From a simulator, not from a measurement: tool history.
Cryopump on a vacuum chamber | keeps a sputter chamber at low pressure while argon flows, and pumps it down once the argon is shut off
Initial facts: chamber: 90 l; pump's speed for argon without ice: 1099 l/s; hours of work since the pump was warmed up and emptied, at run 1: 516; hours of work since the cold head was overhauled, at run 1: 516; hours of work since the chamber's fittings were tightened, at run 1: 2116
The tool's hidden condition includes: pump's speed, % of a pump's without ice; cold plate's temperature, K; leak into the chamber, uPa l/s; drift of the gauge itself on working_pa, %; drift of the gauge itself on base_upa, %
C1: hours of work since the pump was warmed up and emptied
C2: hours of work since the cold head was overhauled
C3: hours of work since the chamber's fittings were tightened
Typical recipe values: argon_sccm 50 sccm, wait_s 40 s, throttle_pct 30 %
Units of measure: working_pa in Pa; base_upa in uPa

{"run": 1, "hour": 0.0, "argon_sccm": 50, "wait_s": 40, "throttle_pct": 30, "C1": 516, "C2": 516, "C3": 2116, "working_pa": 0.271, "base_upa": 5.04}
{"run": 2, "hour": 14.5, "argon_sccm": 50, "wait_s": 40, "throttle_pct": 30, "C1": 525, "C2": 525, "C3": 2125, "working_pa": 0.2688, "base_upa": 5.05}
{"run": 3, "hour": 31.9, "argon_sccm": 50, "wait_s": 40, "throttle_pct": 30, "C1": 536, "C2": 536, "C3": 2136, "working_pa": 0.2715, "base_upa": 5.01}
{"run": 4, "hour": 43.1, "argon_sccm": 50, "wait_s": 40, "throttle_pct": 30, "C1": 542, "C2": 542, "C3": 2143, "working_pa": 0.27, "base_upa": 5.01}
{"run": 5, "hour": 52.7, "argon_sccm": 50, "wait_s": 40, "throttle_pct": 25, "C1": 548, "C2": 548, "C3": 2148, "working_pa": 0.3219, "base_upa": 5.19}
{"run": 6, "hour": 69.4, "argon_sccm": 50, "wait_s": 40, "throttle_pct": 25, "C1": 559, "C2": 559, "C3": 2159, "working_pa": 0.3219, "base_upa": 5.12}
{"run": 7, "hour": 90.1, "argon_sccm": 50, "wait_s": 40, "throttle_pct": 36, "C1": 572, "C2": 572, "C3": 2172, "working_pa": 0.2276, "base_upa": 5.01}
{"run": 8, "hour": 102.7, "argon_sccm": 50, "wait_s": 40, "throttle_pct": 16, "C1": 580, "C2": 580, "C3": 2180, "working_pa": 0.4989, "base_upa": 5.15}
{"run": 9, "hour": 118.5, "argon_sccm": 79, "wait_s": 40, "throttle_pct": 30, "C1": 589, "C2": 589, "C3": 2189, "working_pa": 0.4325, "base_upa": 5.12}
{"run": 10, "hour": 128.2, "argon_sccm": 79, "wait_s": 40, "throttle_pct": 30, "C1": 596, "C2": 596, "C3": 2196, "working_pa": 0.4306, "base_upa": 5.12}
{"run": 11, "hour": 142.7, "argon_sccm": 50, "wait_s": 38, "throttle_pct": 30, "C1": 605, "C2": 605, "C3": 2205, "working_pa": 0.2723, "base_upa": 5.44}
{"run": 12, "hour": 158.5, "argon_sccm": 50, "wait_s": 38, "throttle_pct": 30, "C1": 614, "C2": 614, "C3": 2215, "working_pa": 0.2742, "base_upa": 5.23}
{"run": 13, "hour": 177.1, "argon_sccm": 50, "wait_s": 278, "throttle_pct": 30, "C1": 626, "C2": 626, "C3": 2226, "working_pa": 0.2721, "base_upa": 3.05}
{"run": 14, "hour": 188.3, "argon_sccm": 50, "wait_s": 278, "throttle_pct": 30, "C1": 633, "C2": 633, "C3": 2233, "working_pa": 0.273, "base_upa": 3.07}
{"run": 15, "hour": 207.7, "argon_sccm": 50, "wait_s": 166, "throttle_pct": 30, "C1": 645, "C2": 645, "C3": 2245, "working_pa": 0.2732, "base_upa": 3.38}
{"run": 16, "hour": 229.0, "argon_sccm": 50, "wait_s": 166, "throttle_pct": 30, "C1": 658, "C2": 658, "C3": 2258, "working_pa": 0.2736, "base_upa": 3.41}
{"run": 17, "hour": 248.0, "argon_sccm": 46, "wait_s": 40, "throttle_pct": 30, "C1": 670, "C2": 670, "C3": 2270, "working_pa": 0.2516, "base_upa": 5.47}
{"run": 18, "hour": 262.7, "argon_sccm": 46, "wait_s": 40, "throttle_pct": 30, "C1": 679, "C2": 679, "C3": 2279, "working_pa": 0.2536, "base_upa": 5.24}
{"hour": 284.5, "done": "pump warmed up, emptied and cooled again"}
{"run": 19, "hour": 284.5, "argon_sccm": 50, "wait_s": 40, "throttle_pct": 45, "C1": 0, "C2": 690, "C3": 2290, "working_pa": 0.172, "base_upa": 4.84}
{"run": 20, "hour": 295.9, "argon_sccm": 50, "wait_s": 120, "throttle_pct": 15, "C1": 7, "C2": 697, "C3": 2297, "working_pa": 0.5139, "base_upa": 3.21}
{"run": 21, "hour": 312.3, "argon_sccm": 49, "wait_s": 20, "throttle_pct": 49, "C1": 17, "C2": 707, "C3": 2307, "working_pa": 0.1556, "base_upa": 7.27}
{"run": 22, "hour": 331.4, "argon_sccm": 59, "wait_s": 40, "throttle_pct": 30, "C1": 29, "C2": 719, "C3": 2319, "working_pa": 0.3032, "base_upa": 4.74}
{"run": 23, "hour": 344.1, "argon_sccm": 25, "wait_s": 55, "throttle_pct": 18, "C1": 37, "C2": 727, "C3": 2327, "working_pa": 0.2147, "base_upa": 4.22}
{"run": 24, "hour": 359.3, "argon_sccm": 30, "wait_s": 55, "throttle_pct": 34, "C1": 47, "C2": 737, "C3": 2337, "working_pa": 0.1379, "base_upa": 4.37}
{"run": 25, "hour": 376.0, "argon_sccm": 30, "wait_s": 55, "throttle_pct": 34, "C1": 57, "C2": 747, "C3": 2347, "working_pa": 0.1365, "base_upa": 4.23}
{"run": 26, "hour": 393.6, "argon_sccm": 30, "wait_s": 224, "throttle_pct": 34, "C1": 68, "C2": 758, "C3": 2358, "working_pa": 0.1363, "base_upa": 2.91}
{"run": 27, "hour": 409.0, "argon_sccm": 30, "wait_s": 224, "throttle_pct": 29, "C1": 78, "C2": 768, "C3": 2368, "working_pa": 0.161, "base_upa": 2.96}
{"hour": 417.1, "done": "leaking fittings of the chamber tightened, without venting"}
{"run": 28, "hour": 423.8, "argon_sccm": 99, "wait_s": 22, "throttle_pct": 42, "C1": 86, "C2": 776, "C3": 4, "working_pa": 0.3689, "base_upa": 4.8}
{"run": 29, "hour": 442.1, "argon_sccm": 50, "wait_s": 40, "throttle_pct": 59, "C1": 97, "C2": 787, "C3": 16, "working_pa": 0.1329, "base_upa": 2.78}
{"run": 30, "hour": 456.2, "argon_sccm": 50, "wait_s": 126, "throttle_pct": 39, "C1": 106, "C2": 796, "C3": 24, "working_pa": 0.2008, "base_upa": 1.11}

Run 31 has not been measured yet. What should we expect?
{"run": 31, "hour": 476.0, "argon_sccm": 50, "wait_s": 156, "throttle_pct": 15, "C1": 118, "C2": 808, "C3": 37, "working_pa": "?", "base_upa": "?"}

{"run 31": {"working_pa": 0.5146, "base_upa": 0.99}}
Had the tool carried no hidden state, the very same run would have given working_pa 0.5111 Pa, base_upa 0.94 uPa.

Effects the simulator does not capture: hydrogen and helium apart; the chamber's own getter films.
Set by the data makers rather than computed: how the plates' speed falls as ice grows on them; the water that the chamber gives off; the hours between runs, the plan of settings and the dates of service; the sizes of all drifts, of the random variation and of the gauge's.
